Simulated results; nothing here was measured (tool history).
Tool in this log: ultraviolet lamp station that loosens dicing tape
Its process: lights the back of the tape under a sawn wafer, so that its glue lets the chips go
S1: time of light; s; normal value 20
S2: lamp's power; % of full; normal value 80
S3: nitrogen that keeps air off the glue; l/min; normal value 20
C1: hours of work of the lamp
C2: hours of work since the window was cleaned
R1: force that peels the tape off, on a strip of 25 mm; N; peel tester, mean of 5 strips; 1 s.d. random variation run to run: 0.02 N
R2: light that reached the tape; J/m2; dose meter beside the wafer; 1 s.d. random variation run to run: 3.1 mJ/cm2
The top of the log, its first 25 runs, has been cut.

Run 26, hour 345.4: usual settings but S2 72 % of full; C1 389; C2 365. Result: R1 1.185 N, R2 4150 J/m2.
Run 27, hour 353.2: usual settings but S2 72 % of full; C1 392; C2 369. Result: R1 1.207 N, R2 4160 J/m2.
Run 28, hour 369.8: usual settings but S2 72 % of full; C1 400; C2 377. Result: R1 1.198 N, R2 4170 J/m2.
Run 29, hour 388.2: usual settings but S2 72 % of full; C1 409; C2 386. Result: R1 1.202 N, R2 4150 J/m2.
Run 30, hour 406.5: usual settings but S1 21 s, S2 97 % of full, S3 12 l/min; C1 418; C2 395. Result: R1 0.772 N, R2 5860 J/m2.
Run 31, hour 422.1: usual settings but S1 21 s, S2 97 % of full, S3 12 l/min; C1 426; C2 402. Result: R1 0.787 N, R2 5880 J/m2.
Run 32, hour 431.6: usual settings but S1 13 s, S2 67 % of full, S3 24 l/min; C1 431; C2 407. Result: R1 2.659 N, R2 2480 J/m2.
At hour 435.2: window cleaned of glue's vapour.
Run 33, hour 442.6: usual settings but S1 19 s; C1 436; C2 4. Result: R1 1.062 N, R2 4360 J/m2.
Run 34, hour 458.8: usual settings but S1 19 s; C1 444; C2 12. Result: R1 1.044 N, R2 4420 J/m2.
Run 35, hour 474.0: usual settings but S1 19 s; C1 451; C2 19. Result: R1 1.055 N, R2 4410 J/m2.
Run 36, hour 489.3: usual settings but S1 31 s; C1 459; C2 26. Result: R1 0.313 N, R2 7100 J/m2.
Run 37, hour 503.4: usual settings but S1 31 s; C1 465; C2 33. Result: R1 0.306 N, R2 7160 J/m2.
Run 38, hour 519.0: usual settings but S1 31 s; C1 473; C2 41. Result: R1 0.295 N, R2 7190 J/m2.
Run 39, hour 537.3: usual settings but S1 31 s; C1 482; C2 50. Result: R1 0.305 N, R2 7240 J/m2.
Run 40, hour 546.6: usual settings but S1 15 s, S2 78 % of full, S3 9 l/min; C1 486; C2 54. Result: R1 2.624 N, R2 3390 J/m2.
Run 41, hour 558.1: usual settings but S2 93 % of full, S3 32 l/min; C1 492; C2 60. Result: R1 0.471 N, R2 5380 J/m2.
Run 42, hour 569.9: usual settings but S1 33 s, S2 77 % of full, S3 39 l/min; C1 498; C2 66. Result: R1 0.174 N, R2 7270 J/m2.
Run 43, hour 589.2: usual settings but S1 11 s, S3 11 l/min; C1 507; C2 75. Result: R1 3.430 N, R2 2540 J/m2.

Each row is a separate what-if for the run after 43, all from the same tool condition, not one after another. Results?
Run A, hour 604.1: usual settings but S1 23 s; C1 515; C2 82. Result: R1 ?, R2 ?.
Run B, hour 604.1: usual settings but S1 23 s, S3 28 l/min; C1 515; C2 82. Result: R1 ?, R2 ?.
Run C, hour 604.1: usual settings but S1 30 s, S2 84 % of full, S3 9 l/min; C1 515; C2 82. Result: R1 ?, R2 ?.
Run D, hour 604.1: usual settings but S1 11 s, S2 67 % of full, S3 9 l/min; C1 515; C2 82. Result: R1 ?, R2 ?.

run     R1    R2
  A  0.672  5410
  B  0.519  5300
  C  0.595  7390
  D  4.321  2110
Had the tool no hidden state, the same runs would have come out as:
run     R1    R2
  A  0.671  5420
  B  0.517  5310
  C  0.594  7390
  D  4.317  2120
